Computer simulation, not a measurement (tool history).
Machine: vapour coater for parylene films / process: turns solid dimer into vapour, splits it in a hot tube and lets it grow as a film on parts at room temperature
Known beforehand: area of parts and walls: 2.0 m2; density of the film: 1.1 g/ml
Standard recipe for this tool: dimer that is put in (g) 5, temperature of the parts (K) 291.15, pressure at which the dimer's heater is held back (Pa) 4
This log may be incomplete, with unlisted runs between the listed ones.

run	hour	dimer that is put in (g)	temperature of the parts (K)	pressure at which the dimer's heater is held back (Pa)	thickness of the film (µm)
1	0	5	291.15	4	1.13
2	20	5	291.15	4	1.106
3	38.8	5	291.15	4	1.119
4	59.9	5	291.15	4	1.091
5	70.9	4	291.15	4	0.887
# hour 78: trap's valve overhauled
6	101	4	291.15	4	0.962
7	114.6	5	291.15	4	1.198
8	128.7	5	291.15	4	1.183
9	147.2	5	291.15	9.89	0.976
10	168	3	291.15	4	0.711
11	180.5	5	291.15	4	1.178
12	191.8	5	291.15	4	1.18
13	202.8	5	291.15	4	1.17
14	213.8	5	291.15	4	1.167
15	234.9	5	291.15	4	1.153
16	254.6	5	291.15	3.93	1.149
17	278.8	5	291.15	3.93	1.149
18	300.8	5	291.15	3.93	1.141
19	324.3	5	291.15	3.93	1.128
20	348.5	5	291.15	3.27	1.16
# hour 365.6: trap's valve overhauled
21	376.8	5	291.15	3.27	1.264
22	393.3	3	290.15	4.47	0.718
23	416.1	3	294.15	2.86	0.708
24	436.1	3	294.15	2.86	0.705
25	454.1	3	294.15	2.86	0.696

Forecast run 26:
26	475.6	3	294.15	2.86	?

Run 26 yielded thickness of the film (µm) 0.705.
The same run, on a tool lacking any hidden state, would have yielded thickness of the film (µm) 0.725.

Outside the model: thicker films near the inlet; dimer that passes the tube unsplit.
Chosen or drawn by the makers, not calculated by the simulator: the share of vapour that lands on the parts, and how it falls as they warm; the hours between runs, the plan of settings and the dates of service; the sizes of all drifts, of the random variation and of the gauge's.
